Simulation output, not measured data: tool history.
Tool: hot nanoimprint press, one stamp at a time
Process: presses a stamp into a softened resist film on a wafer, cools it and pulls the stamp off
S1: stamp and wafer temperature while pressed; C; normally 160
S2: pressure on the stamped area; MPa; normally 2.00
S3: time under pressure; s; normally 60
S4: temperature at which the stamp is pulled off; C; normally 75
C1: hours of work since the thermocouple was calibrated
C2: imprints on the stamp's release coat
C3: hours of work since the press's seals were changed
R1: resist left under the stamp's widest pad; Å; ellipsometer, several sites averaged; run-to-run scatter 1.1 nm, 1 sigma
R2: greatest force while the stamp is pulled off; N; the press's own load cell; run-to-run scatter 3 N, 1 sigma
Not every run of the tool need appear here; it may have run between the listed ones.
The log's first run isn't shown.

{"run": 2, "hour": 22.7, "S1": 163, "S2": 2.0, "S3": 60, "S4": 75, "C1": 554, "C2": 1874, "C3": 561, "R1": 1310, "R2": 255}
{"run": 3, "hour": 51.8, "S1": 163, "S2": 2.0, "S3": 60, "S4": 75, "C1": 578, "C2": 2009, "C3": 584, "R1": 1306, "R2": 256}
{"hour": 67.7, "done": "stamp cleaned and given a new release coat"}
{"run": 4, "hour": 78.0, "S1": 160, "S2": 2.0, "S3": 60, "S4": 75, "C1": 594, "C2": 47, "C3": 601, "R1": 1570, "R2": 194}
{"hour": 87.0, "done": "plate thermocouple calibrated"}
{"run": 5, "hour": 110.0, "S1": 160, "S2": 2.0, "S3": 60, "S4": 75, "C1": 18, "C2": 182, "C3": 624, "R1": 1828, "R2": 199}
{"run": 6, "hour": 131.2, "S1": 160, "S2": 2.0, "S3": 60, "S4": 75, "C1": 35, "C2": 281, "C3": 641, "R1": 1839, "R2": 205}
{"run": 7, "hour": 158.0, "S1": 160, "S2": 2.0, "S3": 60, "S4": 75, "C1": 57, "C2": 405, "C3": 662, "R1": 1814, "R2": 206}
{"run": 8, "hour": 174.9, "S1": 160, "S2": 2.0, "S3": 60, "S4": 75, "C1": 70, "C2": 483, "C3": 675, "R1": 1804, "R2": 213}
{"run": 9, "hour": 188.7, "S1": 160, "S2": 2.0, "S3": 60, "S4": 73, "C1": 81, "C2": 547, "C3": 686, "R1": 1802, "R2": 217}
{"run": 10, "hour": 213.2, "S1": 160, "S2": 2.0, "S3": 60, "S4": 73, "C1": 101, "C2": 661, "C3": 706, "R1": 1804, "R2": 218}
{"run": 11, "hour": 233.6, "S1": 160, "S2": 2.0, "S3": 60, "S4": 73, "C1": 117, "C2": 755, "C3": 722, "R1": 1786, "R2": 221}
{"run": 12, "hour": 257.1, "S1": 160, "S2": 2.0, "S3": 60, "S4": 73, "C1": 136, "C2": 864, "C3": 741, "R1": 1764, "R2": 222}
{"run": 13, "hour": 274.6, "S1": 160, "S2": 2.0, "S3": 60, "S4": 73, "C1": 149, "C2": 945, "C3": 755, "R1": 1784, "R2": 234}
{"run": 14, "hour": 292.4, "S1": 160, "S2": 2.0, "S3": 60, "S4": 64, "C1": 164, "C2": 1028, "C3": 769, "R1": 1775, "R2": 258}
{"run": 15, "hour": 310.9, "S1": 160, "S2": 2.0, "S3": 60, "S4": 75, "C1": 178, "C2": 1114, "C3": 784, "R1": 1749, "R2": 228}
{"run": 16, "hour": 340.3, "S1": 170, "S2": 1.94, "S3": 75, "S4": 62, "C1": 202, "C2": 1250, "C3": 807, "R1": 870, "R2": 272}
{"run": 17, "hour": 358.2, "S1": 170, "S2": 1.94, "S3": 75, "S4": 62, "C1": 216, "C2": 1333, "C3": 821, "R1": 868, "R2": 273}
{"run": 18, "hour": 381.6, "S1": 170, "S2": 1.94, "S3": 75, "S4": 62, "C1": 235, "C2": 1442, "C3": 840, "R1": 873, "R2": 277}
{"run": 19, "hour": 400.1, "S1": 156, "S2": 2.0, "S3": 77, "S4": 75, "C1": 250, "C2": 1528, "C3": 855, "R1": 2008, "R2": 243}
{"run": 20, "hour": 429.7, "S1": 160, "S2": 2.0, "S3": 60, "S4": 75, "C1": 273, "C2": 1665, "C3": 878, "R1": 1728, "R2": 248}
{"run": 21, "hour": 462.5, "S1": 162, "S2": 2.0, "S3": 60, "S4": 73, "C1": 299, "C2": 1817, "C3": 905, "R1": 1497, "R2": 275}
{"run": 22, "hour": 487.1, "S1": 162, "S2": 2.0, "S3": 60, "S4": 73, "C1": 319, "C2": 1931, "C3": 924, "R1": 1499, "R2": 269}
{"hour": 519.5, "done": "stamp cleaned and given a new release coat"}
{"run": 23, "hour": 524.6, "S1": 150, "S2": 2.2, "S3": 60, "S4": 73, "C1": 344, "C2": 23, "C3": 949, "R1": 2957, "R2": 198}

For run 24, what comes out?
{"run": 24, "hour": 542.3, "S1": 169, "S2": 1.56, "S3": 44, "S4": 65, "C1": 358, "C2": 105, "C3": 963, "R1": "?", "R2": "?"}

For run 24 the tool returned R1 1269 Å, R2 215 N.
With the hidden condition absent and the run-to-run variation left alone, this run would have shown R1 1366 Å, R2 215 N.

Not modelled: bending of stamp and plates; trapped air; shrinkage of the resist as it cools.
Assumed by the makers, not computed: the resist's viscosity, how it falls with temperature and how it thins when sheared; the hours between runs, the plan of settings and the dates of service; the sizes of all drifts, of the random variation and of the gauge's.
